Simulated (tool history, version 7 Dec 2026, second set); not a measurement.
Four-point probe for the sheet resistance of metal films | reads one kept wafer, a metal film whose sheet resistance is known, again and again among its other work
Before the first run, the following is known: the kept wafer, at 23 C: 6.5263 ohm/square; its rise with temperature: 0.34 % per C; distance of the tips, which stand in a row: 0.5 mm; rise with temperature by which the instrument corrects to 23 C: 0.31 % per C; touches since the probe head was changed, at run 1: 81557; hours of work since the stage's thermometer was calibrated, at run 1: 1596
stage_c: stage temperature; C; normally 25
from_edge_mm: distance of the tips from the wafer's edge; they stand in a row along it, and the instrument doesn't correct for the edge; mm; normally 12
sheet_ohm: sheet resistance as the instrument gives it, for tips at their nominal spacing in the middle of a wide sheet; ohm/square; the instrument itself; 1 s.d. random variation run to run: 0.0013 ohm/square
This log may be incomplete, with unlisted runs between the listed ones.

| run | day | stage_c | from_edge_mm | touches since the probe head was changed | hours of work since the stage's thermometer was calibrated | sheet_ohm |
|---|---|---|---|---|---|---|
| 1 | 0 | 25 | 12 | 81557 | 1596 | 6.621037 |
| 2 | 2.871 | 25 | 12 | 83757 | 1626 | 6.62214 |
| 3 | 4.858 | 25 | 12 | 85278 | 1647 | 6.625318 |
| 4 | 6.367 | 25 | 12 | 86437 | 1663 | 6.621505 |
| 5 | 7.679 | 23 | 12 | 87440 | 1677 | 6.620439 |
| 6 | 9.833 | 26 | 12 | 89092 | 1700 | 6.627869 |
| 7 | 12.862 | 29 | 12 | 91415 | 1732 | 6.634769 |
| 8 | 15.471 | 25 | 12 | 93413 | 1759 | 6.628507 |
| 9 | 18.421 | 25 | 12 | 95673 | 1790 | 6.626607 |
| 10 | 21.371 | 25 | 37 | 97932 | 1822 | 6.624335 |
| 11 | 24.138 | 25 | 37 | 100053 | 1851 | 6.626022 |
| 12 | 26.721 | 25 | 12 | 102033 | 1878 | 6.629955 |
| 13 | 28.179 | 25 | 12 | 103149 | 1894 | 6.633441 |
| 14 | 30.746 | 25 | 70 | 105118 | 1921 | 6.625849 |
| 15 | 32.117 | 25 | 70 | 106169 | 1935 | 6.626954 |
| 16 | 33.512 | 25 | 70 | 107238 | 1950 | 6.627872 |
| 17 | 35.45 | 25 | 70 | 108724 | 1970 | 6.628286 |
|  | 35.7 | stage's thermometer calibrated |
| 18 | 37.7 | 25 | 70 | 110430 | 21 | 6.62923 |
| 19 | 39.975 | 20 | 70 | 112173 | 45 | 6.619661 |
| 20 | 42.138 | 20 | 5 | 113831 | 68 | 6.657683 |
| 21 | 44.167 | 20 | 5 | 115385 | 90 | 6.656071 |
|  | 44.629 | stage's thermometer calibrated, once more |
| 22 | 45.683 | 20 | 5 | 116532 | 11 | 6.665134 |
| 23 | 47.462 | 24 | 12 | 117897 | 30 | 6.640898 |
| 24 | 48.917 | 24 | 12 | 119011 | 45 | 6.643019 |
| 25 | 50.967 | 24 | 12 | 120581 | 67 | 6.640942 |
| 26 | 52.988 | 22 | 22 | 122130 | 88 | 6.636916 |
| 27 | 55.738 | 18 | 5 | 124236 | 117 | 6.662621 |
| 28 | 57.754 | 18 | 5 | 125781 | 139 | 6.664276 |
| 29 | 59.479 | 18 | 5 | 127104 | 157 | 6.663253 |
| 30 | 60.704 | 20 | 33 | 128043 | 170 | 6.634221 |
| 31 | 62.004 | 20 | 33 | 129038 | 184 | 6.635246 |
| 32 | 63.488 | 20 | 33 | 130176 | 199 | 6.63442 |
| 33 | 65.225 | 33 | 27 | 131507 | 218 | 6.659408 |
| 34 | 67.717 | 33 | 27 | 133418 | 244 | 6.659596 |
| 35 | 70.475 | 25 | 4 | 135531 | 273 | 6.698944 |

Forecast each of these 5 alternatives for the next run:
| A | 72.15 | 24 | 5 | 136812 | 291 | ? |
| B | 72.15 | 26 | 18 | 136812 | 291 | ? |
| C | 72.15 | 22 | 12 | 136812 | 291 | ? |
| D | 72.15 | 29 | 12 | 136812 | 291 | ? |
| E | 72.15 | 20 | 4 | 136812 | 291 | ? |

| run | sheet_ohm |
|---|---|
| A | 6.680331 |
| B | 6.649263 |
| C | 6.647038 |
| D | 6.659746 |
| E | 6.692676 |
Take away the tool's hidden state, keep each run's random variation, and the runs would have read:
| run | sheet_ohm |
|---|---|
| A | 6.563333 |
| B | 6.532757 |
| C | 6.530591 |
| D | 6.543049 |
| E | 6.575505 |
